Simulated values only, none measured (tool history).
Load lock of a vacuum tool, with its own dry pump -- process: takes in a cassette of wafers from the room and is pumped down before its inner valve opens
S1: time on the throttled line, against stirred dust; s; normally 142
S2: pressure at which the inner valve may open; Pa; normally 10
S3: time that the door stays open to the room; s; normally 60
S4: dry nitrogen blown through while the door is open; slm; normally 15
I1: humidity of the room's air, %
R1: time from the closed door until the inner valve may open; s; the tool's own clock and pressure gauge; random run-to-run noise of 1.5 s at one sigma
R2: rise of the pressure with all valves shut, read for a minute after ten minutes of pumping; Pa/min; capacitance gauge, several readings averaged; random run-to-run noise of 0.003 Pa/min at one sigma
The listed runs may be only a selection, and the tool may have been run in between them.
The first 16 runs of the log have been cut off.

run	day	S1	S2	S3	S4	I1	R1	R2
17	105.779	142	10	60	22	45.3	251.8	0.025
18	111.862	142	10	60	22	48.5	253.9	0.031
19	116.588	142	10	60	22	42.9	252.5	0.028
20	122.033	211	10	60	45	45.1	309.8	0.020
21	130.429	142	15	60	15	40.2	246.2	0.025
22	139.221	221	11	169	15	43.5	313.4	0.069
23	146.479	263	15	52	31	48.2	347.2	0.021
24	151.183	97	15	51	41	44.8	209.9	0.013
25	158.558	97	15	51	41	42.5	210.3	0.010
26	164.867	97	15	51	41	41.0	208.9	0.015
27	173.462	97	8	51	41	41.2	221.1	0.011
28	182.096	97	8	180	41	43.3	217.7	0.040
29	188.821	150	10	76	5	46.8	258.8	0.062
30	194.308	150	10	76	5	50.2	258.3	0.062
31	199.654	126	10	32	15	44.3	240.9	0.018
32	207.096	229	7	60	15	46.8	327.5	0.033
33	212.025	161	8	60	15	44.3	271.6	0.032
34	217.208	142	9	60	15	37.8	251.9	0.027
35	222.000	142	9	60	15	44.8	255.3	0.031
36	231.046	86	10	60	8	47.2	205.2	0.045

5 options for the next run, each taken on its own from the tool as it stands now. Forecast them:
A	237.250	142	10	155	15	44.9	?	?
B	237.250	270	10	60	15	45.6	?	?
C	237.250	86	18	83	19	46.6	?	?
D	237.250	142	15	137	15	44.3	?	?
E	237.250	157	10	36	18	45.5	?	?

run	R1	R2
A	254.1	0.063
B	356.1	0.032
C	197.5	0.035
D	246.8	0.059
E	265.2	0.026
Stripped of hidden state, with their random variation kept, the same runs would have yielded:
run	R1	R2
A	254.1	0.062
B	356.1	0.031
C	197.4	0.034
D	246.7	0.059
E	265.2	0.026
